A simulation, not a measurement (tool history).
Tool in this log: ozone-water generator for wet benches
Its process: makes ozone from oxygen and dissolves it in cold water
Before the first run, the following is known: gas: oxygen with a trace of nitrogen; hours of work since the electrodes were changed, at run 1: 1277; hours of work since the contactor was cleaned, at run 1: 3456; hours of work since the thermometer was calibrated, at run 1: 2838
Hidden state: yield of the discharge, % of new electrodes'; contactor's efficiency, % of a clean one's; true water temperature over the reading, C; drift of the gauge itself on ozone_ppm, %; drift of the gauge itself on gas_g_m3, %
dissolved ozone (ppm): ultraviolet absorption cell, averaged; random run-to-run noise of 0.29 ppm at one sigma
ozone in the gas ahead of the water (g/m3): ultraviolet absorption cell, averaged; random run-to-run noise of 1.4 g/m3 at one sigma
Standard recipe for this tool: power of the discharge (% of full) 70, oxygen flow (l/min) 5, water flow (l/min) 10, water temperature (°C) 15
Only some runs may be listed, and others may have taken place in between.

run	day	power of the discharge (% of full)	oxygen flow (l/min)	water flow (l/min)	water temperature (°C)	hours of work since the electrodes were changed	hours of work since the contactor was cleaned	hours of work since the thermometer was calibrated	dissolved ozone (ppm)	ozone in the gas ahead of the water (g/m3)
1	0	70	5	10	15	1277	3456	2838	45	251.8
2	1.467	70	5	10	15	1301	3480	2861	44.8	253.5
3	2.883	70	5	13	15	1323	3502	2884	37.5	252.6
4	3.938	70	5	13	15	1340	3519	2901	38	251.8
5	5.8	70	5	13	15	1370	3549	2931	37.4	251.8
6	6.779	70	5	13	15	1385	3564	2946	37.5	251.5
7	7.867	70	5	13	15	1403	3582	2964	37.5	249.9
8	9.579	70	5	13	15	1430	3609	2991	37.6	251.6
9	10.812	70	5	13	15	1450	3629	3011	37.8	250
10	12.738	70	5	13	15	1480	3659	3041	37.6	250.2
11	14.721	70	5	10	15	1512	3691	3073	45	249.2
12	16.129	70	5	10	15	1535	3714	3095	44.8	249.3
# day 17.217: water thermometer calibrated
13	17.408	70	5	10	20	1555	3734	3	40.8	250
14	19.483	70	5	10	20	1588	3767	36	41.2	252.7
15	20.529	70	5	10	20	1604	3783	53	40.5	251.8
16	22.542	70	5	10	20	1637	3816	85	40.7	250.5
17	24.733	70	3.78	10	13	1672	3850	120	46.5	288
18	26.104	90	5.29	10	9	1693	3872	142	59.8	290.9
19	28.038	87	5	10	9	1724	3903	173	57.7	293.8
20	29.608	56	5	10	8	1749	3928	198	43	218.3
21	30.85	70	5	10	15	1769	3948	217	44.6	254.1
22	32.925	59	4.2	8	15	1802	3981	251	45.9	245.8
23	34.346	70	3.59	10	11	1825	4004	273	47.7	297
24	36.133	58	3.59	14	11	1853	4032	302	32	259.7
25	37.95	58	3.59	14	11	1882	4061	331	32.4	259.2
26	39.85	47	3.66	10	15	1913	4092	361	34.6	222.9
27	41.788	47	3.58	6	15	1944	4123	392	46.2	224
28	43.983	53	5.89	7	10	1979	4158	427	49	192.4
29	45.867	56	3.18	10	15	2009	4188	457	38.5	269
30	48.012	80	7.96	7	10	2043	4222	491	61.1	221.1
31	49.888	73	4.91	9	10	2073	4252	521	54.1	262.5
32	51.1	73	4.91	9	10	2092	4271	541	53.9	261.1

How the hidden state differs across the entries between the runs, from the last listed run before each to the first after it:
Runs 12 to 13: water thermometer calibrated (day 17.217)
  both runs share identical hidden conditions

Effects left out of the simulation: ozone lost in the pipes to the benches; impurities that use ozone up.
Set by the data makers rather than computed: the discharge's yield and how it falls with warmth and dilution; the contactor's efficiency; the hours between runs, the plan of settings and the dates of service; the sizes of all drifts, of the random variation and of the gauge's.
